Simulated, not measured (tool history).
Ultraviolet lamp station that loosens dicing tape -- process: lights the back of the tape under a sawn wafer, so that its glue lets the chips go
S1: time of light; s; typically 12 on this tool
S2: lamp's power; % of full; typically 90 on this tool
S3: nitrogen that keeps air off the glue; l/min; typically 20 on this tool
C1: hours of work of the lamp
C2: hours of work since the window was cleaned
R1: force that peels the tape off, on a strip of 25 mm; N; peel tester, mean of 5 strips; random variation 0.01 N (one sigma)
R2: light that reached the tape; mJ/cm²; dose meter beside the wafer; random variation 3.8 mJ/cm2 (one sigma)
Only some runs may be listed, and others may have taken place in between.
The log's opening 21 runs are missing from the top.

| run | day | S1 | S2 | S3 | C1 | C2 | R1 | R2 |
|---|---|---|---|---|---|---|---|---|
| 22 | 13.208 | 18 | 92 | 37 | 357 | 40 | 0.185 | 750 |
| 23 | 13.958 | 12 | 92 | 20 | 366 | 49 | 0.816 | 501 |
| 24 | 14.721 | 12 | 92 | 20 | 375 | 58 | 0.826 | 498 |
| 25 | 15.112 | 16 | 92 | 28 | 379 | 62 | 0.335 | 662 |
| 26 | 15.658 | 16 | 85 | 9 | 386 | 68 | 1.079 | 609 |
| 27 | 16.562 | 7 | 68 | 9 | 396 | 79 | 4.045 | 208 |
| 28 | 17.446 | 7 | 68 | 9 | 406 | 89 | 4.15 | 206 |
| 29 | 18.125 | 14 | 90 | 12 | 414 | 97 | 1.066 | 540 |
| 30 | 18.871 | 18 | 84 | 12 | 423 | 106 | 0.726 | 643 |
| 31 | 19.5 | 23 | 84 | 12 | 430 | 113 | 0.386 | 819 |
| 32 | 20.221 | 23 | 84 | 12 | 439 | 122 | 0.398 | 812 |
| 33 | 20.825 | 23 | 84 | 12 | 446 | 129 | 0.408 | 804 |
| 34 | 21.238 | 23 | 84 | 12 | 450 | 133 | 0.434 | 790 |
| 35 | 21.946 | 14 | 84 | 17 | 459 | 142 | 1.014 | 482 |
| 36 | 22.846 | 14 | 84 | 17 | 469 | 152 | 1.015 | 470 |
| 37 | 23.792 | 13 | 84 | 17 | 480 | 163 | 1.212 | 436 |
| 38 | 24.567 | 8 | 75 | 11 | 489 | 172 | 3.592 | 238 |
| 39 | 25.496 | 7 | 88 | 11 | 500 | 183 | 3.334 | 245 |
| 40 | 26.038 | 7 | 88 | 11 | 506 | 189 | 3.307 | 236 |

Alternative continuations, all from the tool just after run 40; predict every row:
| A | 26.771 | 8 | 91 | 11 | 515 | 198 | ? | ? |
| B | 26.771 | 16 | 68 | 12 | 515 | 198 | ? | ? |
| C | 26.771 | 7 | 74 | 11 | 515 | 198 | ? | ? |

| run | R1 | R2 |
|---|---|---|
| A | 2.901 | 278 |
| B | 1.6 | 417 |
| C | 3.796 | 199 |
Without the tool's hidden state the same runs would have given:
| run | R1 | R2 |
|---|---|---|
| A | 1.622 | 435 |
| B | 0.68 | 649 |
| C | 2.496 | 309 |

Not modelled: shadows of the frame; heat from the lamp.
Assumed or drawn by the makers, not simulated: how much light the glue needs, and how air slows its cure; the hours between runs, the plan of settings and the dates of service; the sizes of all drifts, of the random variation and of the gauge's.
